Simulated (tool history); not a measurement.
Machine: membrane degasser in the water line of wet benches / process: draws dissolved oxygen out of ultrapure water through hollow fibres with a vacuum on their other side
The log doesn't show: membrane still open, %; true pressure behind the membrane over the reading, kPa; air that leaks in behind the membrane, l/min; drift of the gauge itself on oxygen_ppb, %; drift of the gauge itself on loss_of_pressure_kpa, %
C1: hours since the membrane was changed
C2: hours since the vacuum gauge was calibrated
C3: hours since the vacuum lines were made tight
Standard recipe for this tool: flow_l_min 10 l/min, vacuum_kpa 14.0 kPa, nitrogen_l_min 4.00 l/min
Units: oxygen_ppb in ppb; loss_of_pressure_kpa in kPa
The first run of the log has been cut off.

{"run": 2, "hour": 116.0, "flow_l_min": 10, "vacuum_kpa": 14.0, "nitrogen_l_min": 4.0, "C1": 3225, "C2": 4994, "C3": 3422, "oxygen_ppb": 239.0, "loss_of_pressure_kpa": 55.65}
{"run": 3, "hour": 261.7, "flow_l_min": 10, "vacuum_kpa": 12.2, "nitrogen_l_min": 4.0, "C1": 3371, "C2": 5140, "C3": 3568, "oxygen_ppb": 225.3, "loss_of_pressure_kpa": 55.84}
{"run": 4, "hour": 364.3, "flow_l_min": 10, "vacuum_kpa": 12.2, "nitrogen_l_min": 4.0, "C1": 3474, "C2": 5243, "C3": 3670, "oxygen_ppb": 226.4, "loss_of_pressure_kpa": 56.09}
{"run": 5, "hour": 461.0, "flow_l_min": 10, "vacuum_kpa": 12.2, "nitrogen_l_min": 4.0, "C1": 3570, "C2": 5339, "C3": 3767, "oxygen_ppb": 225.1, "loss_of_pressure_kpa": 55.66}
{"run": 6, "hour": 524.2, "flow_l_min": 10, "vacuum_kpa": 13.7, "nitrogen_l_min": 4.0, "C1": 3634, "C2": 5402, "C3": 3830, "oxygen_ppb": 241.2, "loss_of_pressure_kpa": 55.87}
{"run": 7, "hour": 605.5, "flow_l_min": 10, "vacuum_kpa": 13.7, "nitrogen_l_min": 4.0, "C1": 3715, "C2": 5484, "C3": 3911, "oxygen_ppb": 236.6, "loss_of_pressure_kpa": 55.65}
{"run": 8, "hour": 752.6, "flow_l_min": 10, "vacuum_kpa": 13.7, "nitrogen_l_min": 4.0, "C1": 3862, "C2": 5631, "C3": 4059, "oxygen_ppb": 238.8, "loss_of_pressure_kpa": 55.43}
{"run": 9, "hour": 838.6, "flow_l_min": 10, "vacuum_kpa": 14.0, "nitrogen_l_min": 4.0, "C1": 3948, "C2": 5717, "C3": 4145, "oxygen_ppb": 239.1, "loss_of_pressure_kpa": 55.98}
{"run": 10, "hour": 901.6, "flow_l_min": 10, "vacuum_kpa": 14.0, "nitrogen_l_min": 4.0, "C1": 4011, "C2": 5780, "C3": 4208, "oxygen_ppb": 242.0, "loss_of_pressure_kpa": 55.99}
{"run": 11, "hour": 1036.3, "flow_l_min": 10, "vacuum_kpa": 14.0, "nitrogen_l_min": 4.0, "C1": 4146, "C2": 5914, "C3": 4342, "oxygen_ppb": 236.5, "loss_of_pressure_kpa": 55.72}
{"run": 12, "hour": 1167.2, "flow_l_min": 12, "vacuum_kpa": 14.0, "nitrogen_l_min": 4.0, "C1": 4277, "C2": 6045, "C3": 4473, "oxygen_ppb": 299.5, "loss_of_pressure_kpa": 67.01}
{"run": 13, "hour": 1308.5, "flow_l_min": 10, "vacuum_kpa": 22.2, "nitrogen_l_min": 4.0, "C1": 4418, "C2": 6187, "C3": 4615, "oxygen_ppb": 288.8, "loss_of_pressure_kpa": 55.87}
{"run": 14, "hour": 1419.8, "flow_l_min": 10, "vacuum_kpa": 22.2, "nitrogen_l_min": 4.0, "C1": 4529, "C2": 6298, "C3": 4726, "oxygen_ppb": 281.0, "loss_of_pressure_kpa": 55.85}
{"run": 15, "hour": 1484.9, "flow_l_min": 10, "vacuum_kpa": 14.0, "nitrogen_l_min": 7.54, "C1": 4594, "C2": 6363, "C3": 4791, "oxygen_ppb": 211.1, "loss_of_pressure_kpa": 55.53}
{"run": 16, "hour": 1553.2, "flow_l_min": 10, "vacuum_kpa": 14.0, "nitrogen_l_min": 7.54, "C1": 4663, "C2": 6431, "C3": 4859, "oxygen_ppb": 204.7, "loss_of_pressure_kpa": 56.17}
{"run": 17, "hour": 1687.9, "flow_l_min": 7, "vacuum_kpa": 8.4, "nitrogen_l_min": 4.08, "C1": 4797, "C2": 6566, "C3": 4994, "oxygen_ppb": 115.6, "loss_of_pressure_kpa": 39.04}
{"run": 18, "hour": 1797.5, "flow_l_min": 7, "vacuum_kpa": 8.4, "nitrogen_l_min": 4.25, "C1": 4907, "C2": 6676, "C3": 5103, "oxygen_ppb": 115.2, "loss_of_pressure_kpa": 39.2}
{"run": 19, "hour": 1939.9, "flow_l_min": 11, "vacuum_kpa": 12.8, "nitrogen_l_min": 4.25, "C1": 5049, "C2": 6818, "C3": 5246, "oxygen_ppb": 256.9, "loss_of_pressure_kpa": 61.62}
{"run": 20, "hour": 2017.5, "flow_l_min": 7, "vacuum_kpa": 14.0, "nitrogen_l_min": 4.0, "C1": 5127, "C2": 6896, "C3": 5323, "oxygen_ppb": 141.5, "loss_of_pressure_kpa": 39.08}

Estimate the outcome of run 21 from the log above:
{"run": 21, "hour": 2155.6, "flow_l_min": 10, "vacuum_kpa": 35.0, "nitrogen_l_min": 4.0, "C1": 5265, "C2": 7034, "C3": 5462, "oxygen_ppb": "?", "loss_of_pressure_kpa": "?"}

{"run 21": {"oxygen_ppb": 364.0, "loss_of_pressure_kpa": 56.17}}
Without the tool's hidden state the same run would have given oxygen_ppb 363.3 ppb, loss_of_pressure_kpa 56.14 kPa.

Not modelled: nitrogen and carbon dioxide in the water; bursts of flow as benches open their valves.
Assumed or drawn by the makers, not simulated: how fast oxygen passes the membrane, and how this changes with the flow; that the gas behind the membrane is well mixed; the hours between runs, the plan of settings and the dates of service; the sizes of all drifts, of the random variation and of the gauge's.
